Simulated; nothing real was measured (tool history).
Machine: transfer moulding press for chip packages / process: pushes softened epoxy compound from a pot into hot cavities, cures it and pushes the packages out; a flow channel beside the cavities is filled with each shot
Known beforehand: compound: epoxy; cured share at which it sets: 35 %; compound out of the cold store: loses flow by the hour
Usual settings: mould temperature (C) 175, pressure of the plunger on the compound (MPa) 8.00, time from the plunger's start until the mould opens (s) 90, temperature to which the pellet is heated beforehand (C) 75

run	hour	mould temperature (C)	pressure of the plunger on the compound (MPa)	time from the plunger's start until the mould opens (s)	temperature to which the pellet is heated beforehand (C)	incoming compound's hours out of the cold store	length that the compound runs in the flow channel (mm)	greatest force on the pins that push the packages out (N)
1	0.0	175	8.00	90	75	38.3	546	291
2	10.1	175	8.00	90	75	36.0	557	307
3	29.6	175	8.00	90	75	35.1	560	306
4	51.7	175	8.00	90	75	29.0	583	309
5	70.2	175	8.00	90	75	13.1	629	314
6	86.3	175	8.00	90	75	33.5	563	301
7	107.9	177	8.00	90	75	46.1	533	284
8	130.7	177	8.00	124	75	10.4	634	247
9	144.3	182	8.00	91	75	9.3	621	251
10	163.4	182	8.00	91	75	30.5	549	253
11	184.1	170	8.00	94	73	34.7	573	392
12	206.2	170	9.59	94	80	40.1	606	384
13	228.0	170	9.59	94	80	31.8	631	371
14	242.2	170	9.59	94	80	24.9	664	377
15	264.0	181	8.00	83	75	10.6	627	287
16	286.7	175	8.00	123	74	16.3	614	241

Missing from the log above: 8 entries noted between runs. For each, name the pair of listed runs it sits between and say how the tool's hidden condition differs from the listed run just before to the listed run just after:
After run 3, before run 4: cavities cleaned with cleaning compound and waxed (hour 35.9)
  pressure that reaches the compound, % of what is set: 99.85 -> 99.82; grip of the stained cavities, % over clean ones': 1.9 -> 1.1
After run 5, before run 6: cavities cleaned with cleaning compound and waxed (hour 77.2)
  pressure that reaches the compound, % of what is set: 99.79 -> 99.77; grip of the stained cavities, % over clean ones': 1.8 -> 0.8
After run 7, before run 8: cavities cleaned with cleaning compound and waxed (hour 118.5)
  pressure that reaches the compound, % of what is set: 99.75 -> 99.72; grip of the stained cavities, % over clean ones': 1.7 -> 1
After run 9, before run 10: cavities cleaned with cleaning compound and waxed (hour 159.3)
  pressure that reaches the compound, % of what is set: 99.7 -> 99.68; grip of the stained cavities, % over clean ones': 1.6 -> 0.3
After run 11, before run 12: cavities cleaned with cleaning compound and waxed (hour 201.2)
  pressure that reaches the compound, % of what is set: 99.65 -> 99.63; grip of the stained cavities, % over clean ones': 1.5 -> 0.5
After run 13, before run 14: cavities cleaned with cleaning compound and waxed (hour 242.2)
  pressure that reaches the compound, % of what is set: 99.6 -> 99.58; grip of the stained cavities, % over clean ones': 1.7 -> 0.1
After run 14, before run 15: plunger's sealing rings changed (hour 245.7)
  pressure that reaches the compound, % of what is set: 99.58 -> 99.97; grip of the stained cavities, % over clean ones': 0.1 -> 1.4
After run 15, before run 16: cavities cleaned with cleaning compound and waxed (hour 286.7)
  pressure that reaches the compound, % of what is set: 99.97 -> 99.94; grip of the stained cavities, % over clean ones': 1.4 -> 0

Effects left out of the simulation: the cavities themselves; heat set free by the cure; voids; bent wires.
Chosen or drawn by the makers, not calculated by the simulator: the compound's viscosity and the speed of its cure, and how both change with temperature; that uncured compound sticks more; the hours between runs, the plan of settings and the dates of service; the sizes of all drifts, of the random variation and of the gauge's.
